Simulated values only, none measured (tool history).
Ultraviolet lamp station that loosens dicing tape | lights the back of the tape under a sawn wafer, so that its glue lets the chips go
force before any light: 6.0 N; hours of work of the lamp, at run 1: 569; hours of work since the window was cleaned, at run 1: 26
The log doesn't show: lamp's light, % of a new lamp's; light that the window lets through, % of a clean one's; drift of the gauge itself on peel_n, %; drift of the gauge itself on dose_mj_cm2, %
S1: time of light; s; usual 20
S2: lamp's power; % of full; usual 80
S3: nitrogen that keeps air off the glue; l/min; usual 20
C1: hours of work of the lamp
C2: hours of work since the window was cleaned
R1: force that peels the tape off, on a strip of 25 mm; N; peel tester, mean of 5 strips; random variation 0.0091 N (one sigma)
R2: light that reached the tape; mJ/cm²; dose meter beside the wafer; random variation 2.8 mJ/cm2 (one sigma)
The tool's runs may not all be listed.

| run | hour | S1 | S2 | S3 | C1 | C2 | R1 | R2 |
|---|---|---|---|---|---|---|---|---|
| 1 | 0 | 20 | 80 | 20 | 569 | 26 | 0.633 | 303 |
| 2 | 20.3 | 20 | 80 | 20 | 580 | 37 | 0.635 | 298 |
| 3 | 51.4 | 20 | 80 | 20 | 596 | 54 | 0.641 | 295 |
| 4 | 85.1 | 20 | 80 | 20 | 615 | 72 | 0.652 | 286 |
| 5 | 115.4 | 15 | 80 | 20 | 631 | 89 | 1.092 | 214 |
| 6 | 133.6 | 20 | 80 | 20 | 641 | 98 | 0.692 | 280 |
| 7 | 153.8 | 20 | 81 | 20 | 652 | 109 | 0.654 | 286 |
|  | 157 | window cleaned of glue's vapour |
| 8 | 171.1 | 20 | 81 | 20 | 661 | 8 | 0.689 | 282 |
| 9 | 209 | 20 | 83 | 20 | 681 | 28 | 0.677 | 280 |
| 10 | 247.5 | 17 | 71 | 20 | 702 | 49 | 1.188 | 197 |
|  | 275.6 | window cleaned of glue's vapour, once more |
| 11 | 282.5 | 19 | 80 | 31 | 721 | 4 | 0.594 | 260 |
| 12 | 312.7 | 39 | 84 | 31 | 737 | 20 | 0.225 | 559 |
| 13 | 353.6 | 10 | 88 | 21 | 759 | 42 | 1.744 | 148 |
| 14 | 386 | 10 | 88 | 21 | 776 | 60 | 1.734 | 148 |
| 15 | 422.5 | 12 | 88 | 35 | 796 | 79 | 1.151 | 169 |

3 ways to go on from here, each from the tool as it stands after run 15. What would each give?
| A | 463.2 | 23 | 80 | 12 | 818 | 101 | ? | ? |
| B | 463.2 | 15 | 88 | 35 | 818 | 101 | ? | ? |
| C | 463.2 | 20 | 76 | 20 | 818 | 101 | ? | ? |

| run | R1 | R2 |
|---|---|---|
| A | 0.946 | 292 |
| B | 0.835 | 212 |
| C | 0.919 | 238 |
Without the tool's hidden state the same runs would have given:
| run | R1 | R2 |
|---|---|---|
| A | 0.425 | 464 |
| B | 0.381 | 335 |
| C | 0.417 | 379 |
